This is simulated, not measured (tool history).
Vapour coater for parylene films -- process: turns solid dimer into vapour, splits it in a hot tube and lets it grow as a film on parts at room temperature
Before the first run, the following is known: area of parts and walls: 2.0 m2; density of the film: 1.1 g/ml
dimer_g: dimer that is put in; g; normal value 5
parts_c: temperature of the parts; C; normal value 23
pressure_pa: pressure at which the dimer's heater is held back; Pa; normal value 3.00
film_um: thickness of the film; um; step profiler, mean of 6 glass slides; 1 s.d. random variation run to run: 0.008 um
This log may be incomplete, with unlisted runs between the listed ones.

{"run": 1, "hour": 0.0, "dimer_g": 5, "parts_c": 23, "pressure_pa": 3.0, "film_um": 1.548}
{"run": 2, "hour": 13.4, "dimer_g": 5, "parts_c": 33, "pressure_pa": 3.0, "film_um": 0.947}
{"run": 3, "hour": 29.9, "dimer_g": 5, "parts_c": 23, "pressure_pa": 3.41, "film_um": 1.541}
{"hour": 35.0, "done": "trap's valve overhauled"}
{"run": 4, "hour": 58.7, "dimer_g": 4, "parts_c": 23, "pressure_pa": 3.41, "film_um": 1.242}
{"run": 5, "hour": 77.9, "dimer_g": 4, "parts_c": 23, "pressure_pa": 3.41, "film_um": 1.238}
{"run": 6, "hour": 93.8, "dimer_g": 4, "parts_c": 23, "pressure_pa": 3.41, "film_um": 1.245}
{"run": 7, "hour": 113.5, "dimer_g": 4, "parts_c": 23, "pressure_pa": 3.41, "film_um": 1.233}
{"run": 8, "hour": 133.6, "dimer_g": 4, "parts_c": 23, "pressure_pa": 3.41, "film_um": 1.232}
{"run": 9, "hour": 147.6, "dimer_g": 2, "parts_c": 23, "pressure_pa": 3.0, "film_um": 0.626}
{"run": 10, "hour": 164.7, "dimer_g": 2, "parts_c": 23, "pressure_pa": 3.0, "film_um": 0.634}
{"run": 11, "hour": 178.5, "dimer_g": 2, "parts_c": 31, "pressure_pa": 3.0, "film_um": 0.424}
{"run": 12, "hour": 192.4, "dimer_g": 5, "parts_c": 27, "pressure_pa": 3.0, "film_um": 1.297}
{"run": 13, "hour": 204.9, "dimer_g": 5, "parts_c": 23, "pressure_pa": 3.0, "film_um": 1.571}
{"run": 14, "hour": 229.4, "dimer_g": 5, "parts_c": 23, "pressure_pa": 5.7, "film_um": 1.454}
{"run": 15, "hour": 245.7, "dimer_g": 5, "parts_c": 23, "pressure_pa": 5.7, "film_um": 1.439}
{"run": 16, "hour": 270.1, "dimer_g": 5, "parts_c": 18, "pressure_pa": 3.0, "film_um": 2.014}
{"run": 17, "hour": 293.4, "dimer_g": 5, "parts_c": 23, "pressure_pa": 3.0, "film_um": 1.593}
{"run": 18, "hour": 303.9, "dimer_g": 5, "parts_c": 23, "pressure_pa": 3.0, "film_um": 1.603}
{"run": 19, "hour": 318.1, "dimer_g": 5, "parts_c": 23, "pressure_pa": 3.0, "film_um": 1.591}
{"run": 20, "hour": 342.8, "dimer_g": 5, "parts_c": 23, "pressure_pa": 3.0, "film_um": 1.579}
{"run": 21, "hour": 360.1, "dimer_g": 5, "parts_c": 23, "pressure_pa": 2.77, "film_um": 1.604}
{"run": 22, "hour": 373.2, "dimer_g": 5, "parts_c": 26, "pressure_pa": 2.49, "film_um": 1.415}
{"hour": 382.6, "done": "trap's valve overhauled"}
{"run": 23, "hour": 389.6, "dimer_g": 5, "parts_c": 16, "pressure_pa": 11.12, "film_um": 1.876}
{"hour": 402.4, "done": "gauge calibrated"}
{"run": 24, "hour": 404.3, "dimer_g": 4, "parts_c": 25, "pressure_pa": 3.0, "film_um": 1.141}
{"run": 25, "hour": 417.4, "dimer_g": 3, "parts_c": 18, "pressure_pa": 3.93, "film_um": 1.156}
{"run": 26, "hour": 427.5, "dimer_g": 3, "parts_c": 18, "pressure_pa": 3.93, "film_um": 1.159}
{"run": 27, "hour": 451.0, "dimer_g": 6, "parts_c": 34, "pressure_pa": 10.0, "film_um": 0.93}
{"run": 28, "hour": 473.2, "dimer_g": 5, "parts_c": 23, "pressure_pa": 6.51, "film_um": 1.428}
{"run": 29, "hour": 495.7, "dimer_g": 5, "parts_c": 23, "pressure_pa": 3.48, "film_um": 1.544}
{"run": 30, "hour": 507.8, "dimer_g": 5, "parts_c": 23, "pressure_pa": 3.48, "film_um": 1.532}
{"run": 31, "hour": 527.4, "dimer_g": 4, "parts_c": 23, "pressure_pa": 2.94, "film_um": 1.262}
{"run": 32, "hour": 544.7, "dimer_g": 4, "parts_c": 26, "pressure_pa": 4.79, "film_um": 1.02}
{"run": 33, "hour": 569.2, "dimer_g": 2, "parts_c": 23, "pressure_pa": 3.19, "film_um": 0.627}
{"run": 34, "hour": 590.1, "dimer_g": 8, "parts_c": 23, "pressure_pa": 3.19, "film_um": 2.518}
{"run": 35, "hour": 603.6, "dimer_g": 8, "parts_c": 23, "pressure_pa": 3.19, "film_um": 2.505}
{"run": 36, "hour": 621.8, "dimer_g": 9, "parts_c": 35, "pressure_pa": 6.53, "film_um": 1.426}
{"run": 37, "hour": 633.4, "dimer_g": 2, "parts_c": 25, "pressure_pa": 2.24, "film_um": 0.592}
{"run": 38, "hour": 650.8, "dimer_g": 5, "parts_c": 23, "pressure_pa": 3.87, "film_um": 1.532}
{"run": 39, "hour": 671.6, "dimer_g": 5, "parts_c": 23, "pressure_pa": 3.87, "film_um": 1.536}
{"run": 40, "hour": 690.2, "dimer_g": 5, "parts_c": 23, "pressure_pa": 3.87, "film_um": 1.532}
{"run": 41, "hour": 709.0, "dimer_g": 5, "parts_c": 23, "pressure_pa": 3.87, "film_um": 1.533}

Alternative continuations, all from the tool just after run 41; predict every row:
{"hour": 729.8, "done": "trap's valve overhauled"}
{"run": "A", "hour": 732.9, "dimer_g": 5, "parts_c": 34, "pressure_pa": 3.87, "film_um": "?"}
{"hour": 729.8, "done": "trap's valve overhauled"}
{"run": "B", "hour": 732.9, "dimer_g": 4, "parts_c": 23, "pressure_pa": 3.0, "film_um": "?"}
{"hour": 729.8, "done": "trap's valve overhauled"}
{"run": "C", "hour": 732.9, "dimer_g": 5, "parts_c": 23, "pressure_pa": 3.94, "film_um": "?"}
{"hour": 729.8, "done": "trap's valve overhauled"}
{"run": "D", "hour": 732.9, "dimer_g": 5, "parts_c": 23, "pressure_pa": 7.78, "film_um": "?"}
{"hour": 729.8, "done": "trap's valve overhauled"}
{"run": "E", "hour": 732.9, "dimer_g": 9, "parts_c": 24, "pressure_pa": 5.5, "film_um": "?"}

run=A film_um=0.909
run=B film_um=1.278
run=C film_um=1.531
run=D film_um=1.398
run=E film_um=2.520
What these runs would have given with no unlogged condition in the tool:
run=A film_um=0.890
run=B film_um=1.251
run=C film_um=1.498
run=D film_um=1.368
run=E film_um=2.466

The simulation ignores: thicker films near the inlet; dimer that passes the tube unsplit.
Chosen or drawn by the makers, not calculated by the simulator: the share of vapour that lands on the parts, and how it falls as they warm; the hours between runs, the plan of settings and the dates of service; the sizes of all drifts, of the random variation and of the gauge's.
